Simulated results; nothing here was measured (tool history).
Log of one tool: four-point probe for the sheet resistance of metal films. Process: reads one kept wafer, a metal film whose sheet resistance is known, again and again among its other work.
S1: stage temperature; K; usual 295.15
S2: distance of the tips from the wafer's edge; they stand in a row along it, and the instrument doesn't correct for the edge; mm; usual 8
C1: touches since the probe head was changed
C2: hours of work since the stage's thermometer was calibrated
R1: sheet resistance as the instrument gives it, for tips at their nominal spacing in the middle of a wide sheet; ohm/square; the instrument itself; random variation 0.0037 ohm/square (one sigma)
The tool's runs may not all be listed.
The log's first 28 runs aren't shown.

run	hour	S1	S2	C1	C2	R1
29	2057.3	299.15	12	119248	437	18.650812
30	2154.6	299.15	12	122288	490	18.653836
31	2256.2	299.15	12	125465	546	18.658619
32	2335.7	292.15	5	127948	589	18.881196
33	2391.2	305.15	75	129682	619	18.68752
34	2484.1	301.15	58	132586	670	18.636565
35	2548.5	295.15	66	134597	705	18.549484
# hour 2606.6: new probe head fitted
36	2606.6	305.15	66	0	736	18.562598
37	2662.8	292.15	27	1757	767	18.393405
38	2735.3	292.15	27	4023	807	18.390388
39	2801.5	308.15	34	6091	843	18.616433
40	2874.5	292.15	13	8373	882	18.445826
41	2938	292.15	13	10357	917	18.452773
42	3030.5	301.15	17	13249	968	18.559643
43	3123.7	296.15	5	16160	1018	18.851494

The next listed run, before its measurement:
44	3202.1	296.15	5	18611	1061	?

Run 44 gave R1 18.849901 ohm/square.
Without the tool's hidden state the same run would have given R1 18.746652 ohm/square.
